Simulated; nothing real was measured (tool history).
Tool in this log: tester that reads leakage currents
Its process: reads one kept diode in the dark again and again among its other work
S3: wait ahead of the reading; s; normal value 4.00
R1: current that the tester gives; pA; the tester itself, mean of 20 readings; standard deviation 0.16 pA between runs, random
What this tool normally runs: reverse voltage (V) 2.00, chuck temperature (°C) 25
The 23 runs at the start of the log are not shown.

Run 24, day 67.512: usual settings but reverse voltage (V) 3.75, chuck temperature (°C) 36, S3 0.96 s. Result: R1 200.11 pA.
Run 25, day 69.475: usual settings but chuck temperature (°C) 26. Result: R1 61.85 pA.
Run 26, day 72.396: usual settings but chuck temperature (°C) 26. Result: R1 62.45 pA.
Run 27, day 74.779: usual settings but chuck temperature (°C) 26. Result: R1 62.10 pA.
At day 76.321: chuck's temperature calibrated.
Run 28, day 76.875: usual settings but chuck temperature (°C) 31, S3 0.39 s. Result: R1 84.97 pA.
At day 80.267: probe card cleaned and baked.
Run 29, day 80.267: usual settings but reverse voltage (V) 7.91, chuck temperature (°C) 37, S3 2.82 s. Result: R1 289.10 pA.
Run 30, day 83.925: usual settings but reverse voltage (V) 7.91, chuck temperature (°C) 37, S3 2.82 s. Result: R1 288.56 pA.
Run 31, day 86.212: usual settings but reverse voltage (V) 7.91, chuck temperature (°C) 37, S3 2.82 s. Result: R1 288.97 pA.
Run 32, day 89.275: usual settings but reverse voltage (V) 7.91, chuck temperature (°C) 37, S3 2.82 s. Result: R1 290.44 pA.
Run 33, day 92.612: usual settings but reverse voltage (V) 7.91, chuck temperature (°C) 37, S3 2.82 s. Result: R1 292.01 pA.
Run 34, day 95.246: usual settings but S3 0.91 s. Result: R1 49.57 pA.
Run 35, day 97.700: usual settings but reverse voltage (V) 12.07, chuck temperature (°C) 29, S3 0.91 s. Result: R1 192.82 pA.
Run 36, day 100.629: usual settings but reverse voltage (V) 1.46, chuck temperature (°C) 33, S3 2.22 s. Result: R1 81.57 pA.

Alternative continuations, all from the tool just after run 36; predict every row:
Run A, day 102.767: usual settings but S3 1.97 s. Result: R1 ?.
Run B, day 102.767: usual settings but chuck temperature (°C) 38. Result: R1 ?.
Run C, day 102.767: usual settings but reverse voltage (V) 1.46, chuck temperature (°C) 33, S3 0.83 s. Result: R1 ?.
Run D, day 102.767: usual settings but reverse voltage (V) 3.22, chuck temperature (°C) 33, S3 7.53 s. Result: R1 ?.

run      R1
  A   49.45
  B  145.53
  C   81.80
  D  127.14
Stripped of hidden state, with their random variation kept, the same runs would have yielded:
run      R1
  A   50.29
  B  148.68
  C   83.53
  D  129.62
